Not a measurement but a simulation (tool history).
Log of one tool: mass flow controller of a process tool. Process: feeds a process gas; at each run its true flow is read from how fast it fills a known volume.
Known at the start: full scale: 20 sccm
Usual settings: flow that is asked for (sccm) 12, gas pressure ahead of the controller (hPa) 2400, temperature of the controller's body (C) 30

run	hour	flow that is asked for (sccm)	gas pressure ahead of the controller (hPa)	temperature of the controller's body (C)	true flow (%)
1	0.0	12	2400	30	97.87
# hour 381.8: controller exchanged for a calibrated one
2	423.0	12	2400	30	99.05
3	847.6	12	2400	30	99.18
4	1111.3	12	2400	30	99.17
5	1586.3	12	2400	30	99.28
6	2075.0	12	2400	30	99.20
7	2353.2	7	2400	30	99.02
8	2591.7	7	2400	30	99.17
9	2858.3	12	2400	30	99.34
10	3254.0	4	2400	30	99.68
11	3573.6	4	2400	22	99.55
12	4045.5	4	2400	22	99.77
13	4321.2	4	2400	22	99.96
14	4532.4	4	2400	22	99.97
15	5024.4	12	2350	30	99.53
16	5262.9	12	2470	30	99.34
17	5577.3	12	2470	30	99.37
18	5867.0	12	2470	30	99.46
19	6317.3	12	2470	30	99.45
20	6716.9	3	1420	25	103.56
21	7122.5	4	2540	33	101.96
22	7361.3	10	1960	33	100.18
23	7617.1	10	1960	33	100.24
24	8040.0	12	2010	30	99.88
25	8420.6	15	2730	30	99.44
26	8676.6	8	1780	32	100.74
27	9005.1	19	2360	21	99.31
28	9417.3	19	2360	21	99.29
29	9780.8	19	2360	21	99.26

Forecast run 30:
30	10209.2	3	1550	30	?

{"run 30": {"true flow (%)": 106.51}}
Without the tool's hidden state the same run would have given true flow (%) 98.46.
